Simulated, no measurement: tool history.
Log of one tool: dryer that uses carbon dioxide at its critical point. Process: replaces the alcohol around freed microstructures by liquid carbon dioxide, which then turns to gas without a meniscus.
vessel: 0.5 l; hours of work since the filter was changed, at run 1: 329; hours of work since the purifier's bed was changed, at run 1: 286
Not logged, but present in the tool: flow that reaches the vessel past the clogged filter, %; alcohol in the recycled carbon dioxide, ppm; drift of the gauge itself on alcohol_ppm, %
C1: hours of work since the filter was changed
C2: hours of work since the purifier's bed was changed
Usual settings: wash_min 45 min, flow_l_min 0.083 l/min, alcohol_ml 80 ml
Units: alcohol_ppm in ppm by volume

Run 1, hour 0: usual settings; C1 329; C2 286. Result: alcohol_ppm 1319 ppm by volume.
Run 2, hour 15.9: usual settings; C1 337; C2 294. Result: alcohol_ppm 1352 ppm by volume.
Run 3, hour 36.6: usual settings but flow_l_min 0.0794 l/min; C1 347; C2 305. Result: alcohol_ppm 1655 ppm by volume.
Run 4, hour 46.3: usual settings but flow_l_min 0.1002 l/min; C1 352; C2 309. Result: alcohol_ppm 639 ppm by volume.
Run 5, hour 56.3: usual settings but wash_min 42 min; C1 357; C2 315. Result: alcohol_ppm 1909 ppm by volume.
Run 6, hour 71: usual settings but wash_min 42 min; C1 365; C2 322. Result: alcohol_ppm 1986 ppm by volume.
Run 7, hour 84: usual settings; C1 372; C2 329. Result: alcohol_ppm 1433 ppm by volume.
Run 8, hour 93.6: usual settings; C1 376; C2 334. Result: alcohol_ppm 1498 ppm by volume.
Run 9, hour 112.8: usual settings but alcohol_ml 77 ml; C1 386; C2 343. Result: alcohol_ppm 1446 ppm by volume.
Run 10, hour 129.4: usual settings but wash_min 69 min, flow_l_min 0.073 l/min, alcohol_ml 93 ml; C1 395; C2 352. Result: alcohol_ppm 479 ppm by volume.
Run 11, hour 142.2: usual settings but wash_min 67 min, flow_l_min 0.1219 l/min, alcohol_ml 114 ml; C1 401; C2 358. Result: alcohol_ppm 207 ppm by volume.
Run 12, hour 157.7: usual settings but wash_min 29 min, flow_l_min 0.1219 l/min, alcohol_ml 104 ml; C1 409; C2 366. Result: alcohol_ppm 2605 ppm by volume.
Run 13, hour 168.8: usual settings but wash_min 47 min, flow_l_min 0.0809 l/min, alcohol_ml 57 ml; C1 415; C2 372. Result: alcohol_ppm 1136 ppm by volume.
Run 14, hour 188: usual settings but wash_min 52 min, flow_l_min 0.0529 l/min, alcohol_ml 62 ml; C1 425; C2 382. Result: alcohol_ppm 4040 ppm by volume.
Run 15, hour 205: usual settings but wash_min 59 min, flow_l_min 0.126 l/min, alcohol_ml 85 ml; C1 433; C2 390. Result: alcohol_ppm 217 ppm by volume.

Run 16, settings as shown, results not yet in. Your forecast:
Run 16, hour 215.1: usual settings but wash_min 54 min, alcohol_ml 72 ml; C1 438; C2 395. Result: alcohol_ppm ?.

alcohol_ppm: 713 ppm by volume
If the tool had no hidden condition, the same run with the same run-to-run variation would have returned alcohol_ppm 199 ppm by volume.
